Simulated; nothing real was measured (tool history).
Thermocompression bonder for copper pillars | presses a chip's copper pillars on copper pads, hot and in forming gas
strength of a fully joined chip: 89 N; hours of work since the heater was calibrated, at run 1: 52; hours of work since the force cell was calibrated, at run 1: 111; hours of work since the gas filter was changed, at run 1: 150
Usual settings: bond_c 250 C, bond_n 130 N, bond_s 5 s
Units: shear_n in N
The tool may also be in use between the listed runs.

run	hour	bond_c	bond_n	bond_s	hours of work since the heater was calibrated	hours of work since the force cell was calibrated	hours of work since the gas filter was changed	shear_n
1	0.0	250	130	5	52	111	150	63.4
2	7.5	250	130	5	56	115	154	63.6
3	13.4	250	130	5	59	118	158	63.4
4	22.2	250	130	5	64	123	162	62.5
5	35.3	250	130	5	71	130	170	62.7
6	42.0	250	130	5	75	134	173	62.9
7	50.5	250	130	5	80	139	178	63.6

Run 8 comes next. What will it give?
8	58.9	250	130	5	85	143	183	?

{"run 8": {"shear_n": 63.5}}
Without the tool's hidden state the same run would have given shear_n 64.4 N.
